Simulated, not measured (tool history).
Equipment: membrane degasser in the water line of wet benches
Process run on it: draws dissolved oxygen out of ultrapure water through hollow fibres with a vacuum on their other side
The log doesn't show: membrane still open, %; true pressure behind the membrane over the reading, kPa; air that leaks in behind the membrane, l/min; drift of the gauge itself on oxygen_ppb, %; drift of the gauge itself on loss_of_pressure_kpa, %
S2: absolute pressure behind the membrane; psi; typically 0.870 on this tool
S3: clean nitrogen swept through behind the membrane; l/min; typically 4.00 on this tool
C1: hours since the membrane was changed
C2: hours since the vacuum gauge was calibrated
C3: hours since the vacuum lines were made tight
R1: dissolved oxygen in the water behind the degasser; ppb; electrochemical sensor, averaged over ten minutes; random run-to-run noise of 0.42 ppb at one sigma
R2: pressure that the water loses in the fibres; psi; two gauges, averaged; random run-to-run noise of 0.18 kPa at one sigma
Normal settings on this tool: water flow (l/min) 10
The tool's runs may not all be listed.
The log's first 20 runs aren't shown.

Run 21, day 213.796: usual settings but S3 2.22 l/min; C1 6021; C2 2899; C3 6983. Result: R1 43.3 ppb, R2 6.390 psi.
Run 22, day 223.317: usual settings but water flow (l/min) 11, S2 1.273 psi; C1 6249; C2 3127; C3 7211. Result: R1 57.0 ppb, R2 7.024 psi.
Run 23, day 229.067: usual settings but water flow (l/min) 11, S2 1.273 psi; C1 6387; C2 3265; C3 7349. Result: R1 56.1 ppb, R2 7.046 psi.
Run 24, day 236.562: usual settings but water flow (l/min) 11, S2 1.273 psi; C1 6567; C2 3445; C3 7529. Result: R1 56.0 ppb, R2 7.002 psi.
Run 25, day 242.804: usual settings but water flow (l/min) 7, S2 1.326 psi, S3 5.81 l/min; C1 6717; C2 3595; C3 7679. Result: R1 20.0 ppb, R2 4.490 psi.
Run 26, day 253.862: usual settings but S2 1.095 psi; C1 6983; C2 3860; C3 7944. Result: R1 38.7 ppb, R2 6.302 psi.
At day 262.767: vacuum gauge calibrated.
Run 27, day 263.667: usual settings but S2 1.095 psi; C1 7217; C2 22; C3 8179. Result: R1 39.7 ppb, R2 6.321 psi.
At day 269.442: seals of the vacuum lines changed.
Run 28, day 269.875: usual settings but water flow (l/min) 8, S3 4.96 l/min; C1 7364; C2 169; C3 10. Result: R1 15.5 ppb, R2 5.037 psi.
Run 29, day 279.638: usual settings but water flow (l/min) 7, S2 0.614 psi, S3 4.96 l/min; C1 7599; C2 403; C3 245. Result: R1 5.7 ppb, R2 4.444 psi.
Run 30, day 286.583: usual settings but S2 1.243 psi, S3 6.95 l/min; C1 7765; C2 570; C3 411. Result: R1 31.1 ppb, R2 6.358 psi.
Run 31, day 298.721: usual settings but water flow (l/min) 7, S2 1.709 psi, S3 3.78 l/min; C1 8057; C2 861; C3 703. Result: R1 41.6 ppb, R2 4.435 psi.
Run 32, day 305.525: usual settings but S2 1.659 psi, S3 6.35 l/min; C1 8220; C2 1024; C3 866. Result: R1 44.3 ppb, R2 6.356 psi.
Run 33, day 314.529: usual settings but S2 0.792 psi, S3 11.32 l/min; C1 8436; C2 1240; C3 1082. Result: R1 17.4 ppb, R2 6.313 psi.

3 ways to go on from here, each from the tool as it stands after run 33. What would each give?
Run A, day 327.646: usual settings but S2 0.654 psi, S3 10.90 l/min; C1 8751; C2 1555; C3 1397. Result: R1 ?, R2 ?.
Run B, day 327.646: usual settings but S3 3.50 l/min; C1 8751; C2 1555; C3 1397. Result: R1 ?, R2 ?.
Run C, day 327.646: usual settings but water flow (l/min) 15, S2 0.792 psi, S3 9.76 l/min; C1 8751; C2 1555; C3 1397. Result: R1 ?, R2 ?.

run    R1     R2
  A  15.5  6.273
  B  32.6  6.298
  C  65.9  9.433
Without the tool's hidden state the same runs would have given:
run    R1     R2
  A  15.4  6.414
  B  32.5  6.438
  C  65.6  9.645
